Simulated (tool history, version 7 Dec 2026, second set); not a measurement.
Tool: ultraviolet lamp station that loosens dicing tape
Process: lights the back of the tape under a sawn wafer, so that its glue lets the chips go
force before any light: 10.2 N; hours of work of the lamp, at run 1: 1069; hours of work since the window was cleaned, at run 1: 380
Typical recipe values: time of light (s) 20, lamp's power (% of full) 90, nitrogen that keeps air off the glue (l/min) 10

| run | hour | time of light (s) | lamp's power (% of full) | nitrogen that keeps air off the glue (l/min) | hours of work of the lamp | hours of work since the window was cleaned | force that peels the tape off (N) | light that reached the tape (J/m2) |
|---|---|---|---|---|---|---|---|---|
| 1 | 0 | 20 | 90 | 10 | 1069 | 380 | 0.62 | 3610 |
| 2 | 22.5 | 20 | 90 | 10 | 1086 | 397 | 0.63 | 3590 |
| 3 | 49.9 | 20 | 90 | 10 | 1107 | 418 | 0.65 | 3550 |
| 4 | 87.9 | 20 | 90 | 10 | 1135 | 446 | 0.669 | 3500 |
| 5 | 125.9 | 20 | 90 | 10 | 1164 | 475 | 0.691 | 3530 |
|  | 173 | window cleaned of glue's vapour |
| 6 | 176.9 | 20 | 90 | 10 | 1201 | 3 | 0.564 | 3910 |
| 7 | 208.8 | 20 | 90 | 3 | 1225 | 27 | 1.173 | 3840 |
| 8 | 257.4 | 20 | 90 | 4 | 1262 | 63 | 1.014 | 3810 |
| 9 | 297.7 | 20 | 90 | 4 | 1292 | 94 | 1.025 | 3790 |
| 10 | 319.3 | 20 | 90 | 4 | 1308 | 110 | 1.047 | 3690 |
| 11 | 361.5 | 20 | 90 | 10 | 1340 | 141 | 0.581 | 3690 |
| 12 | 397.9 | 20 | 90 | 10 | 1367 | 169 | 0.604 | 3570 |
|  | 412.8 | lamp changed |
| 13 | 432.7 | 20 | 90 | 13 | 15 | 194 | 0.371 | 4410 |
| 14 | 458.8 | 20 | 90 | 3 | 34 | 214 | 0.952 | 4350 |
| 15 | 494.6 | 20 | 90 | 3 | 61 | 241 | 0.93 | 4310 |
| 16 | 527.9 | 20 | 90 | 3 | 86 | 266 | 0.995 | 4290 |
| 17 | 555.8 | 20 | 90 | 10 | 107 | 286 | 0.443 | 4190 |
| 18 | 597 | 20 | 90 | 10 | 138 | 317 | 0.459 | 4190 |
| 19 | 623.1 | 20 | 80 | 19 | 158 | 337 | 0.431 | 3700 |
| 20 | 655.7 | 20 | 80 | 19 | 182 | 361 | 0.448 | 3640 |
| 21 | 700.7 | 20 | 92 | 12 | 216 | 395 | 0.43 | 4150 |
| 22 | 735.1 | 20 | 90 | 8 | 242 | 421 | 0.586 | 4000 |
| 23 | 759.6 | 20 | 90 | 5 | 260 | 439 | 0.803 | 3970 |
| 24 | 794.7 | 20 | 90 | 9 | 286 | 466 | 0.56 | 3950 |
| 25 | 826.8 | 10 | 77 | 3 | 311 | 490 | 3.953 | 1660 |
|  | 852.6 | window cleaned of glue's vapour |
| 26 | 855.9 | 10 | 91 | 7 | 332 | 3 | 1.824 | 2290 |
| 27 | 893.2 | 26 | 76 | 11 | 360 | 30 | 0.331 | 4880 |
| 28 | 915.1 | 20 | 90 | 4 | 376 | 47 | 0.752 | 4440 |
| 29 | 953.8 | 20 | 90 | 4 | 405 | 76 | 0.782 | 4390 |
| 30 | 1002.7 | 20 | 90 | 4 | 442 | 113 | 0.795 | 4340 |
| 31 | 1040.6 | 20 | 90 | 4 | 471 | 141 | 0.841 | 4310 |
| 32 | 1072 | 15 | 85 | 7 | 494 | 165 | 1.185 | 3030 |
| 33 | 1095.7 | 20 | 90 | 4 | 512 | 182 | 0.841 | 4210 |
| 34 | 1121.1 | 20 | 90 | 4 | 531 | 201 | 0.821 | 4090 |
| 35 | 1168.3 | 33 | 72 | 13 | 566 | 237 | 0.282 | 5310 |
| 36 | 1200.7 | 33 | 70 | 4 | 591 | 261 | 0.541 | 5220 |

Each run again, without the hidden state but with its own random variation kept:
The tool's hidden condition here consists of: lamp's light, % of a new lamp's; light that the window lets through, % of a clean one's; drift of the gauge itself on peel_n, %; drift of the gauge itself on dose_mj_cm2, %.
| run | force that peels the tape off (N) | light that reached the tape (J/m2) |
|---|---|---|
| 1 | 0.37 | 4740 |
| 2 | 0.37 | 4760 |
| 3 | 0.376 | 4740 |
| 4 | 0.373 | 4730 |
| 5 | 0.375 | 4840 |
| 6 | 0.388 | 4780 |
| 7 | 0.772 | 4740 |
| 8 | 0.636 | 4780 |
| 9 | 0.623 | 4820 |
| 10 | 0.629 | 4730 |
| 11 | 0.347 | 4800 |
| 12 | 0.356 | 4720 |
| 13 | 0.331 | 4750 |
| 14 | 0.808 | 4720 |
| 15 | 0.771 | 4730 |
| 16 | 0.808 | 4750 |
| 17 | 0.363 | 4690 |
| 18 | 0.367 | 4750 |
| 19 | 0.341 | 4240 |
| 20 | 0.348 | 4220 |
| 21 | 0.329 | 4880 |
| 22 | 0.419 | 4750 |
| 23 | 0.557 | 4760 |
| 24 | 0.389 | 4790 |
| 25 | 3.2 | 2030 |
| 26 | 1.664 | 2420 |
| 27 | 0.3 | 5220 |
| 28 | 0.646 | 4780 |
| 29 | 0.655 | 4780 |
| 30 | 0.645 | 4800 |
| 31 | 0.665 | 4830 |
| 32 | 0.928 | 3420 |
| 33 | 0.639 | 4800 |
| 34 | 0.615 | 4710 |
| 35 | 0.248 | 6200 |
| 36 | 0.395 | 6160 |
